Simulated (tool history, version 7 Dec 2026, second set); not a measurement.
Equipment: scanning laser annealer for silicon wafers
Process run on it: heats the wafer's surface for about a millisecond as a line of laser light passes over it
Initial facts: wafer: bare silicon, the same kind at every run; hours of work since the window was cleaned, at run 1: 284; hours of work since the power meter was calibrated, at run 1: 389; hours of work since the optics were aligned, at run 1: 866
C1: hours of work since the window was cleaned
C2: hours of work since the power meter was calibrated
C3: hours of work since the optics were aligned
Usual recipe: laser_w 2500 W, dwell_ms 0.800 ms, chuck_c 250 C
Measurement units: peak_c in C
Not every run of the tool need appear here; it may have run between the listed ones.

run 1 hour=0.0 | laser_w=2500 dwell_ms=0.800 chuck_c=250 | C1=284 C2=389 C3=866 | peak_c=1075
run 2 hour=22.7 | laser_w=2500 dwell_ms=0.800 chuck_c=250 | C1=298 C2=403 C3=879 | peak_c=1077
run 3 hour=44.2 | laser_w=2731 dwell_ms=0.800 chuck_c=250 | C1=311 C2=415 C3=892 | peak_c=1162
run 4 hour=63.0 | laser_w=2731 dwell_ms=0.800 chuck_c=250 | C1=322 C2=427 C3=903 | peak_c=1157
run 5 hour=83.7 | laser_w=2731 dwell_ms=0.800 chuck_c=250 | C1=334 C2=439 C3=916 | peak_c=1161
run 6 hour=98.4 | laser_w=2500 dwell_ms=0.800 chuck_c=279 | C1=343 C2=448 C3=924 | peak_c=1098
run 7 hour=109.0 | laser_w=2500 dwell_ms=0.800 chuck_c=279 | C1=350 C2=454 C3=931 | peak_c=1098
-- hour=115.4 optics aligned, line set to its width
run 8 hour=138.2 | laser_w=2500 dwell_ms=0.800 chuck_c=273 | C1=364 C2=468 C3=14 | peak_c=1085
run 9 hour=151.6 | laser_w=2203 dwell_ms=0.800 chuck_c=250 | C1=372 C2=476 C3=22 | peak_c=952
run 10 hour=163.2 | laser_w=2500 dwell_ms=0.695 chuck_c=250 | C1=379 C2=483 C3=28 | peak_c=1007
run 11 hour=175.2 | laser_w=2500 dwell_ms=0.695 chuck_c=250 | C1=386 C2=491 C3=36 | peak_c=1009
-- hour=186.6 optics aligned, line set to its width, once more
run 12 hour=195.5 | laser_w=2500 dwell_ms=0.757 chuck_c=250 | C1=395 C2=500 C3=5 | peak_c=1070
run 13 hour=215.3 | laser_w=2500 dwell_ms=0.757 chuck_c=250 | C1=407 C2=511 C3=17 | peak_c=1065
run 14 hour=225.9 | laser_w=2500 dwell_ms=0.757 chuck_c=250 | C1=413 C2=518 C3=23 | peak_c=1068
run 15 hour=248.7 | laser_w=2197 dwell_ms=0.800 chuck_c=273 | C1=427 C2=531 C3=37 | peak_c=995
run 16 hour=259.0 | laser_w=2613 dwell_ms=0.982 chuck_c=238 | C1=433 C2=538 C3=43 | peak_c=1206
run 17 hour=276.9 | laser_w=2500 dwell_ms=0.586 chuck_c=250 | C1=444 C2=548 C3=54 | peak_c=976
run 18 hour=291.0 | laser_w=2500 dwell_ms=0.586 chuck_c=250 | C1=452 C2=557 C3=62 | peak_c=976
run 19 hour=303.2 | laser_w=2486 dwell_ms=0.706 chuck_c=231 | C1=459 C2=564 C3=70 | peak_c=1017
run 20 hour=319.5 | laser_w=2275 dwell_ms=0.800 chuck_c=269 | C1=469 C2=574 C3=79 | peak_c=1018
run 21 hour=342.4 | laser_w=2500 dwell_ms=0.753 chuck_c=250 | C1=483 C2=587 C3=93 | peak_c=1061
run 22 hour=361.5 | laser_w=2500 dwell_ms=0.753 chuck_c=250 | C1=494 C2=599 C3=104 | peak_c=1065
run 23 hour=375.0 | laser_w=2750 dwell_ms=0.787 chuck_c=250 | C1=502 C2=607 C3=112 | peak_c=1178
run 24 hour=385.9 | laser_w=2500 dwell_ms=0.800 chuck_c=261 | C1=509 C2=613 C3=119 | peak_c=1096
run 25 hour=405.1 | laser_w=2500 dwell_ms=0.800 chuck_c=261 | C1=520 C2=625 C3=130 | peak_c=1097

Forecast each of these 3 alternatives for the next run:
run A hour=428.0 | laser_w=2500 dwell_ms=0.696 chuck_c=250 | C1=534 C2=638 C3=144 | peak_c=?
run B hour=428.0 | laser_w=2474 dwell_ms=0.628 chuck_c=261 | C1=534 C2=638 C3=144 | peak_c=?
run C hour=428.0 | laser_w=2500 dwell_ms=0.791 chuck_c=233 | C1=534 C2=638 C3=144 | peak_c=?

run=A peak_c=1032
run=B peak_c=1001
run=C peak_c=1064
With the hidden condition removed and each run's random variation left untouched, the same runs would have given:
run=A peak_c=1045
run=B peak_c=1014
run=C peak_c=1078
